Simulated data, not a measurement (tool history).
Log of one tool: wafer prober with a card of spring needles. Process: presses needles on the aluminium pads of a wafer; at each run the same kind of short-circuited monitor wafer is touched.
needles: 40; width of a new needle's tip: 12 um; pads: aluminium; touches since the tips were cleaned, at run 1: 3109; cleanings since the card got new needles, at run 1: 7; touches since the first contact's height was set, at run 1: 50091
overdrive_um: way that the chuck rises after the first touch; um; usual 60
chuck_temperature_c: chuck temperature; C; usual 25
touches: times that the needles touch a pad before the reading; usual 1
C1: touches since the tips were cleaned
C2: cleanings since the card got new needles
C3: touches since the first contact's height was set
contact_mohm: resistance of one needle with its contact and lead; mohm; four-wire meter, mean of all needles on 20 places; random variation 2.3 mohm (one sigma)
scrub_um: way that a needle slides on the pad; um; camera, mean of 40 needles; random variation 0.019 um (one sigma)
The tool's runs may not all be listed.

{"run": 1, "day": 0.0, "overdrive_um": 60, "chuck_temperature_c": 25, "touches": 1, "C1": 3109, "C2": 7, "C3": 50091, "contact_mohm": 404, "scrub_um": 16.03}
{"run": 2, "day": 0.292, "overdrive_um": 60, "chuck_temperature_c": 25, "touches": 1, "C1": 4713, "C2": 7, "C3": 51695, "contact_mohm": 432, "scrub_um": 16.05}
{"run": 3, "day": 0.521, "overdrive_um": 60, "chuck_temperature_c": 25, "touches": 1, "C1": 5947, "C2": 7, "C3": 52929, "contact_mohm": 449, "scrub_um": 16.06}
{"day": 0.679, "done": "tips cleaned on abrasive film"}
{"run": 4, "day": 0.888, "overdrive_um": 60, "chuck_temperature_c": 25, "touches": 1, "C1": 1137, "C2": 8, "C3": 54919, "contact_mohm": 333, "scrub_um": 16.01}
{"run": 5, "day": 1.138, "overdrive_um": 60, "chuck_temperature_c": 25, "touches": 1, "C1": 2508, "C2": 8, "C3": 56290, "contact_mohm": 388, "scrub_um": 16.01}
{"run": 6, "day": 1.625, "overdrive_um": 60, "chuck_temperature_c": 25, "touches": 1, "C1": 5158, "C2": 8, "C3": 58940, "contact_mohm": 437, "scrub_um": 16.02}
{"run": 7, "day": 1.85, "overdrive_um": 60, "chuck_temperature_c": 25, "touches": 1, "C1": 6388, "C2": 8, "C3": 60170, "contact_mohm": 462, "scrub_um": 16}
{"day": 1.938, "done": "tips cleaned on abrasive film"}
{"run": 8, "day": 2.254, "overdrive_um": 60, "chuck_temperature_c": 25, "touches": 1, "C1": 1743, "C2": 9, "C3": 62363, "contact_mohm": 353, "scrub_um": 16.05}
{"run": 9, "day": 2.671, "overdrive_um": 60, "chuck_temperature_c": 25, "touches": 1, "C1": 4008, "C2": 9, "C3": 64628, "contact_mohm": 413, "scrub_um": 16.06}
{"run": 10, "day": 2.917, "overdrive_um": 48, "chuck_temperature_c": 25, "touches": 1, "C1": 5356, "C2": 9, "C3": 65976, "contact_mohm": 533, "scrub_um": 12.79}
{"run": 11, "day": 3.146, "overdrive_um": 48, "chuck_temperature_c": 25, "touches": 1, "C1": 6615, "C2": 9, "C3": 67235, "contact_mohm": 559, "scrub_um": 12.77}
{"day": 3.192, "done": "tips cleaned on abrasive film"}
{"run": 12, "day": 3.479, "overdrive_um": 48, "chuck_temperature_c": 25, "touches": 1, "C1": 1566, "C2": 10, "C3": 69025, "contact_mohm": 398, "scrub_um": 12.75}
{"run": 13, "day": 3.883, "overdrive_um": 60, "chuck_temperature_c": 25, "touches": 1, "C1": 3782, "C2": 10, "C3": 71241, "contact_mohm": 415, "scrub_um": 16.01}
{"run": 14, "day": 4.154, "overdrive_um": 60, "chuck_temperature_c": 25, "touches": 1, "C1": 5253, "C2": 10, "C3": 72712, "contact_mohm": 444, "scrub_um": 16.01}
{"day": 4.45, "done": "tips cleaned on abrasive film"}
{"run": 15, "day": 4.55, "overdrive_um": 60, "chuck_temperature_c": 25, "touches": 1, "C1": 535, "C2": 11, "C3": 74840, "contact_mohm": 307, "scrub_um": 16.01}
{"run": 16, "day": 4.792, "overdrive_um": 60, "chuck_temperature_c": 25, "touches": 3, "C1": 1863, "C2": 11, "C3": 76168, "contact_mohm": 296, "scrub_um": 16}
{"run": 17, "day": 5.225, "overdrive_um": 60, "chuck_temperature_c": 25, "touches": 3, "C1": 4228, "C2": 11, "C3": 78533, "contact_mohm": 316, "scrub_um": 15.98}
{"day": 5.7, "done": "tips cleaned on abrasive film"}
{"run": 18, "day": 5.729, "overdrive_um": 60, "chuck_temperature_c": 25, "touches": 3, "C1": 159, "C2": 12, "C3": 81262, "contact_mohm": 263, "scrub_um": 15.96}

The next listed run, before its measurement:
{"run": 19, "day": 5.996, "overdrive_um": 60, "chuck_temperature_c": 25, "touches": 3, "C1": 1631, "C2": 12, "C3": 82734, "contact_mohm": "?", "scrub_um": "?"}

contact_mohm: 286 mohm
scrub_um: 15.97 um
Without the tool's hidden state the same run would have given contact_mohm 253 mohm, scrub_um 16.16 um.
